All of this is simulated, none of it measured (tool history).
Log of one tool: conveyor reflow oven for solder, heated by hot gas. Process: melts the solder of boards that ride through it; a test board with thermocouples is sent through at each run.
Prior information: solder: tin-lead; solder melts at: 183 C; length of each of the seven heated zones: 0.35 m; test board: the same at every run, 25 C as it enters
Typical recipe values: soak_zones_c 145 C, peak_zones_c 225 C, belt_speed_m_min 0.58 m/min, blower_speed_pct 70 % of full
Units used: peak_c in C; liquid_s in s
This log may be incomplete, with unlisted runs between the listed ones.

Run 1, day 0: usual settings. Result: peak_c 206.3 C, liquid_s 46.9 s.
At day 2.304: flux residue cleaned out of gas plates and filters.
Run 2, day 2.75: usual settings. Result: peak_c 207.5 C, liquid_s 48.7 s.
Run 3, day 6.317: usual settings. Result: peak_c 206.8 C, liquid_s 48 s.
Run 4, day 10.029: usual settings but peak_zones_c 227 C. Result: peak_c 208.3 C, liquid_s 49.6 s.
Run 5, day 11.838: usual settings but peak_zones_c 227 C. Result: peak_c 208 C, liquid_s 49.6 s.
Run 6, day 15.683: usual settings but peak_zones_c 227 C. Result: peak_c 207.2 C, liquid_s 49 s.
Run 7, day 19.029: usual settings. Result: peak_c 205.5 C, liquid_s 46.9 s.
Run 8, day 22.088: usual settings. Result: peak_c 205.7 C, liquid_s 46.3 s.
At day 23.088: flux residue cleaned out of gas plates and filters.
At day 24.071: thermocouples of zones 6 and 7 changed.
Run 9, day 25.267: usual settings. Result: peak_c 210.8 C, liquid_s 51.7 s.
At day 25.712: belt drive overhauled, speed set with a stopwatch.
Run 10, day 27.129: usual settings but belt_speed_m_min 0.479 m/min. Result: peak_c 214.5 C, liquid_s 68.3 s.
Run 11, day 29.929: usual settings but belt_speed_m_min 0.479 m/min. Result: peak_c 214.8 C, liquid_s 68.2 s.
Run 12, day 31.646: usual settings but belt_speed_m_min 0.479 m/min. Result: peak_c 214.2 C, liquid_s 67.8 s.
Run 13, day 34.442: usual settings but belt_speed_m_min 0.479 m/min. Result: peak_c 214.4 C, liquid_s 68 s.
Run 14, day 38.296: usual settings but belt_speed_m_min 0.479 m/min. Result: peak_c 214 C, liquid_s 67.1 s.
Run 15, day 41.942: usual settings but peak_zones_c 238 C, belt_speed_m_min 0.479 m/min, blower_speed_pct 75 % of full. Result: peak_c 226.7 C, liquid_s 77.3 s.
Run 16, day 43.733: usual settings but peak_zones_c 238 C, belt_speed_m_min 0.479 m/min, blower_speed_pct 75 % of full. Result: peak_c 226.6 C, liquid_s 76.6 s.
At day 44.238: flux residue cleaned out of gas plates and filters.
Run 17, day 47.067: usual settings but peak_zones_c 238 C, belt_speed_m_min 0.479 m/min, blower_speed_pct 75 % of full. Result: peak_c 226.9 C, liquid_s 77.2 s.
Run 18, day 49.858: usual settings but peak_zones_c 215 C, belt_speed_m_min 0.514 m/min, blower_speed_pct 69 % of full. Result: peak_c 203.1 C, liquid_s 51.8 s.
Run 19, day 53.804: usual settings but soak_zones_c 149 C, peak_zones_c 215 C, belt_speed_m_min 0.675 m/min, blower_speed_pct 77 % of full. Result: peak_c 199 C, liquid_s 34.1 s.
Run 20, day 57.588: usual settings but soak_zones_c 149 C, peak_zones_c 215 C, belt_speed_m_min 0.675 m/min, blower_speed_pct 77 % of full. Result: peak_c 198.8 C, liquid_s 33.8 s.
Run 21, day 60.2: usual settings but blower_speed_pct 88 % of full. Result: peak_c 212.3 C, liquid_s 54 s.
Run 22, day 63.65: usual settings but blower_speed_pct 88 % of full. Result: peak_c 211.9 C, liquid_s 53.8 s.
At day 65.2: flux residue cleaned out of gas plates and filters.
Run 23, day 67.371: usual settings but peak_zones_c 232 C. Result: peak_c 215 C, liquid_s 55 s.
Run 24, day 69.6: usual settings but peak_zones_c 232 C. Result: peak_c 214.5 C, liquid_s 55.1 s.
Run 25, day 72.004: usual settings but peak_zones_c 226 C. Result: peak_c 209.4 C, liquid_s 50.7 s.

A few steps of peak_c between consecutive runs. Split each: what settings, incoming material and random variation would produce without the hidden state, and what is left over for the hidden state, along with gauge scatter present in only one of the two compared results (measured, and without hidden state):
What the log doesn't record here: heat that the gas passes to the board, % of a clean oven's; belt's true speed, % of the reading; true gas temperature in zones 6 and 7 over the reading, C; drift of the gauge itself on peak_c, C; drift of the gauge itself on liquid_s, %.
Run 8 -> 9: flux residue cleaned out of gas plates and filters, thermocouples of zones 6 and 7 changed. peak_c +5.1 C: hidden state +5.1, all else +0.
Run 17 -> 18: peak_zones_c 238 -> 215, belt_speed_m_min 0.479 -> 0.514, blower_speed_pct 75 -> 69. peak_c -23.8 C: hidden state -0.2, all else -23.6.
Run 20 -> 21: soak_zones_c 149 -> 145, peak_zones_c 215 -> 225, belt_speed_m_min 0.675 -> 0.58, blower_speed_pct 77 -> 88. peak_c +13.5 C: hidden state -0.2, all else +13.7.
Run 22 -> 23: peak_zones_c 225 -> 232, blower_speed_pct 88 -> 70, flux residue cleaned out of gas plates and filters. peak_c +3.1 C: hidden state +1, all else +2.1.

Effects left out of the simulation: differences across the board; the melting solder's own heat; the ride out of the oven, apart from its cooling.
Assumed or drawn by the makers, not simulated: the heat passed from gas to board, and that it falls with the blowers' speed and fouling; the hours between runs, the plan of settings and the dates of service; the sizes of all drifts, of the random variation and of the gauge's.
